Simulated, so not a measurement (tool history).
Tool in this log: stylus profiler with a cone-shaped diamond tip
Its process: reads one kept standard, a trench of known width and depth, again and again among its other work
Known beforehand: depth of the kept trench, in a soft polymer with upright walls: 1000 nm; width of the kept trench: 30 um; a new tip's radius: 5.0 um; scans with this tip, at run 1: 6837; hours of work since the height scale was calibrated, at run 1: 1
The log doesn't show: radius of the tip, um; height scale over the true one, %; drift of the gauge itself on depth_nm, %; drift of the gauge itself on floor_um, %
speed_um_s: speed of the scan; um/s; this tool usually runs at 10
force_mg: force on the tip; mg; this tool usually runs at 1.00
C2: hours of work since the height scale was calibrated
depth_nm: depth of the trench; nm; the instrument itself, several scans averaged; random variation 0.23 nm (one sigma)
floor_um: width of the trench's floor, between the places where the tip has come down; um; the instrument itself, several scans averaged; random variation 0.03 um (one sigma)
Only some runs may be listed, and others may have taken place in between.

run 1 hour=0.0 | speed_um_s=10 force_mg=1.00 | scans_with_this_tip=6837 C2=1 | depth_nm=1009.05 floor_um=23.09
run 2 hour=17.0 | speed_um_s=6 force_mg=1.00 | scans_with_this_tip=6920 C2=12 | depth_nm=1009.32 floor_um=23.06
run 3 hour=46.3 | speed_um_s=6 force_mg=1.00 | scans_with_this_tip=7064 C2=30 | depth_nm=1008.60 floor_um=23.09
run 4 hour=81.4 | speed_um_s=6 force_mg=1.00 | scans_with_this_tip=7237 C2=52 | depth_nm=1008.44 floor_um=23.04
run 5 hour=104.1 | speed_um_s=6 force_mg=1.00 | scans_with_this_tip=7348 C2=66 | depth_nm=1008.90 floor_um=23.09
run 6 hour=140.0 | speed_um_s=10 force_mg=1.00 | scans_with_this_tip=7525 C2=89 | depth_nm=1009.03 floor_um=23.07
run 7 hour=174.1 | speed_um_s=4 force_mg=1.00 | scans_with_this_tip=7692 C2=110 | depth_nm=1009.03 floor_um=23.07
run 8 hour=206.8 | speed_um_s=4 force_mg=1.00 | scans_with_this_tip=7853 C2=130 | depth_nm=1008.66 floor_um=23.03
run 9 hour=233.1 | speed_um_s=10 force_mg=1.00 | scans_with_this_tip=7982 C2=147 | depth_nm=1008.64 floor_um=22.97
run 10 hour=259.2 | speed_um_s=10 force_mg=0.98 | scans_with_this_tip=8110 C2=163 | depth_nm=1008.33 floor_um=22.99
run 11 hour=278.3 | speed_um_s=13 force_mg=1.08 | scans_with_this_tip=8204 C2=175 | depth_nm=1009.12 floor_um=22.94
run 12 hour=311.1 | speed_um_s=6 force_mg=1.13 | scans_with_this_tip=8366 C2=196 | depth_nm=1009.43 floor_um=22.92
run 13 hour=348.5 | speed_um_s=6 force_mg=1.13 | scans_with_this_tip=8549 C2=219 | depth_nm=1009.11 floor_um=22.99
run 14 hour=381.8 | speed_um_s=2 force_mg=2.77 | scans_with_this_tip=8713 C2=240 | depth_nm=1017.65 floor_um=22.95
run 15 hour=398.7 | speed_um_s=2 force_mg=2.77 | scans_with_this_tip=8796 C2=251 | depth_nm=1017.59 floor_um=22.97
run 16 hour=430.8 | speed_um_s=16 force_mg=3.00 | scans_with_this_tip=8954 C2=271 | depth_nm=1018.38 floor_um=22.85
run 17 hour=462.2 | speed_um_s=10 force_mg=1.44 | scans_with_this_tip=9108 C2=291 | depth_nm=1010.91 floor_um=22.92
run 18 hour=482.9 | speed_um_s=17 force_mg=0.36 | scans_with_this_tip=9210 C2=304 | depth_nm=1003.15 floor_um=22.82
run 19 hour=499.1 | speed_um_s=7 force_mg=0.62 | scans_with_this_tip=9290 C2=314 | depth_nm=1005.18 floor_um=22.82
run 20 hour=533.2 | speed_um_s=38 force_mg=0.56 | scans_with_this_tip=9457 C2=335 | depth_nm=1004.47 floor_um=22.69

Forecast each of these 5 alternatives for the next run:
run A hour=554.9 | speed_um_s=19 force_mg=1.75 | scans_with_this_tip=9564 C2=349 | depth_nm=? floor_um=?
run B hour=554.9 | speed_um_s=8 force_mg=0.54 | scans_with_this_tip=9564 C2=349 | depth_nm=? floor_um=?
run C hour=554.9 | speed_um_s=4 force_mg=0.35 | scans_with_this_tip=9564 C2=349 | depth_nm=? floor_um=?
run D hour=554.9 | speed_um_s=10 force_mg=0.95 | scans_with_this_tip=9564 C2=349 | depth_nm=? floor_um=?
run E hour=554.9 | speed_um_s=4 force_mg=0.67 | scans_with_this_tip=9564 C2=349 | depth_nm=? floor_um=?

run=A depth_nm=1011.95 floor_um=22.80
run=B depth_nm=1004.60 floor_um=22.80
run=C depth_nm=1003.24 floor_um=22.85
run=D depth_nm=1007.13 floor_um=22.82
run=E depth_nm=1005.60 floor_um=22.88
What these runs would have given with no unlogged condition in the tool:
run=A depth_nm=1013.65 floor_um=23.95
run=B depth_nm=1006.29 floor_um=23.94
run=C depth_nm=1004.93 floor_um=24.00
run=D depth_nm=1008.83 floor_um=23.97
run=E depth_nm=1007.29 floor_um=24.03
